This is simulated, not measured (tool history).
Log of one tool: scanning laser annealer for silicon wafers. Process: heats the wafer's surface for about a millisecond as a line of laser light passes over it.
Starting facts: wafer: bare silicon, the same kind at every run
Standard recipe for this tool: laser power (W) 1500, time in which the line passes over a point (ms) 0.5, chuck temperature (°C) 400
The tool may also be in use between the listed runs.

| run | hour | laser power (W) | time in which the line passes over a point (ms) | chuck temperature (°C) | highest temperature of the surface (°C) |
|---|---|---|---|---|---|
| 1 | 0 | 1500 | 0.5 | 400 | 1214 |
| 2 | 60.9 | 1500 | 0.5 | 400 | 1209 |
| 3 | 94.1 | 1347 | 0.5 | 400 | 1128 |
| 4 | 149.3 | 1347 | 0.5 | 400 | 1121 |
| 5 | 186.9 | 1500 | 0.558 | 400 | 1248 |
| 6 | 217.2 | 1500 | 0.558 | 400 | 1245 |
| 7 | 251.5 | 1475 | 0.5 | 400 | 1178 |
| 8 | 300.8 | 1475 | 0.5 | 400 | 1156 |
| 9 | 343.7 | 1569 | 0.5 | 400 | 1197 |
| 10 | 395.3 | 1569 | 0.5 | 400 | 1193 |
| 11 | 467.2 | 1569 | 0.5 | 400 | 1183 |
| 12 | 515.4 | 1500 | 0.5 | 400 | 1146 |
| 13 | 560.4 | 1500 | 0.5 | 400 | 1144 |
| 14 | 604.8 | 1500 | 0.5 | 400 | 1218 |
| 15 | 660.1 | 1500 | 0.5 | 400 | 1215 |
| 16 | 715.1 | 1500 | 0.5 | 400 | 1207 |
| 17 | 778.5 | 1500 | 0.5 | 400 | 1198 |
| 18 | 828.1 | 1500 | 0.5 | 400 | 1196 |
| 19 | 882.4 | 1500 | 0.5 | 400 | 1188 |
| 20 | 915.6 | 1496 | 0.5 | 400 | 1184 |
| 21 | 946.5 | 1496 | 0.5 | 400 | 1181 |
| 22 | 1008.4 | 1500 | 0.456 | 400 | 1179 |
| 23 | 1051 | 1505 | 0.444 | 398 | 1163 |
| 24 | 1098.5 | 1564 | 0.539 | 400 | 1279 |
| 25 | 1155.9 | 1564 | 0.539 | 400 | 1282 |
| 26 | 1205.3 | 1483 | 0.585 | 374 | 1249 |
| 27 | 1266.9 | 1483 | 0.585 | 374 | 1241 |
| 28 | 1329.4 | 1500 | 0.449 | 400 | 1146 |
| 29 | 1395.6 | 1500 | 0.449 | 431 | 1171 |
| 30 | 1441.7 | 1414 | 0.5 | 368 | 1150 |
| 31 | 1500.9 | 1414 | 0.416 | 413 | 1106 |
| 32 | 1556.8 | 1460 | 0.545 | 413 | 1241 |
| 33 | 1607.3 | 1462 | 0.376 | 435 | 1098 |
| 34 | 1654.8 | 1500 | 0.57 | 400 | 1260 |
| 35 | 1705.5 | 1495 | 0.396 | 432 | 1127 |
| 36 | 1736.1 | 1500 | 0.423 | 400 | 1120 |
| 37 | 1778.1 | 1500 | 0.423 | 400 | 1114 |
| 38 | 1845.6 | 1527 | 0.423 | 373 | 1095 |
| 39 | 1902.3 | 1645 | 0.517 | 373 | 1279 |

Withheld: 6 entries from between the runs. Position of each, and hidden state at the listed run before versus the listed run after:
From run 7 to run 8: window over the wafer cleaned (hour 293.6)
  light that passes the window, % of a clean one's: 94.99 -> 92.77; laser's true power over the reading, %: -0.18 -> -0.2; width of the line over the set one, %: 0.77 -> 0.81
  what was measured, less what the result would be without the hidden state, highest temperature of the surface (°C): -42 -> -58
From run 13 to run 14: window over the wafer cleaned, once more (hour 578.6)
  light that passes the window, % of a clean one's: 89.19 -> 99.53; laser's true power over the reading, %: -0.29 -> -0.3; width of the line over the set one, %: 1.02 -> 1.05
  what was measured, less what the result would be without the hidden state, highest temperature of the surface (°C): -89 -> -9
From run 21 to run 22: window over the wafer cleaned (hour 1002.6)
  light that passes the window, % of a clean one's: 94.84 -> 99.92; laser's true power over the reading, %: -0.42 -> -0.44; width of the line over the set one, %: 1.33 -> 1.38
  what was measured, less what the result would be without the hidden state, highest temperature of the surface (°C): -47 -> -8
From run 24 to run 25: optics aligned, line set to its width (hour 1155.9)
  light that passes the window, % of a clean one's: 98.75 -> 98.05; laser's true power over the reading, %: -0.47 -> -0.48; width of the line over the set one, %: 1.45 -> 0.18
  what was measured, less what the result would be without the hidden state, highest temperature of the surface (°C): -19 -> -20
From run 29 to run 30: window over the wafer cleaned (hour 1429.5)
  light that passes the window, % of a clean one's: 94.73 -> 99.72; laser's true power over the reading, %: -0.56 -> -0.58; width of the line over the set one, %: 0.38 -> 0.42
  what was measured, less what the result would be without the hidden state, highest temperature of the surface (°C): -43 -> -8
From run 38 to run 39: window over the wafer cleaned (hour 1854.1)
  light that passes the window, % of a clean one's: 94.44 -> 99.37; laser's true power over the reading, %: -0.72 -> -0.74; width of the line over the set one, %: 0.74 -> 0.79
  what was measured, less what the result would be without the hidden state, highest temperature of the surface (°C): -47 -> -15
